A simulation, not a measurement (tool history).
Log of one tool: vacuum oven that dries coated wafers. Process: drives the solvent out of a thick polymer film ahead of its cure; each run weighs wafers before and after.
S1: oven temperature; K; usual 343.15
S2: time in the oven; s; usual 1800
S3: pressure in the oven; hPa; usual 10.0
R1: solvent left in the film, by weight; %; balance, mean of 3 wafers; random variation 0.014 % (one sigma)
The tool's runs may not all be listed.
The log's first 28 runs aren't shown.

run	hour	S1	S2	S3	R1
29	419.8	353.15	1260	11.4	0.42
30	435.5	356.15	3180	25.5	0.40
31	451.8	356.15	3180	25.5	0.36
32	465.7	342.15	2340	11.0	0.68
33	483.2	334.15	1800	10.0	3.37
34	491.3	332.15	1200	10.0	6.48
35	501.4	332.15	1200	10.0	6.49
36	520.6	332.15	1200	10.0	6.49
37	539.8	332.15	1200	10.0	6.48
38	552.7	340.15	1800	7.1	1.48
39	571.5	330.15	1800	34.6	5.88
40	588.3	343.15	900	10.0	3.63
41	601.3	345.15	900	7.6	2.89
42	611.5	346.15	900	5.1	2.51
43	624.4	356.15	1800	10.0	0.19
44	642.4	339.15	1560	5.2	2.21
45	655.9	339.15	1560	5.2	2.19
46	674.0	343.15	2220	19.8	0.88
47	689.5	343.15	2220	15.4	0.75

Forecast each of these 3 alternatives for the next run:
A	700.3	343.15	1800	12.7	?
B	700.3	336.15	1260	32.6	?
C	700.3	330.15	2940	17.0	?

run	R1
A	1.02
B	5.12
C	2.74
Without the tool's hidden state the same runs would have given:
run	R1
A	1.02
B	5.13
C	2.74
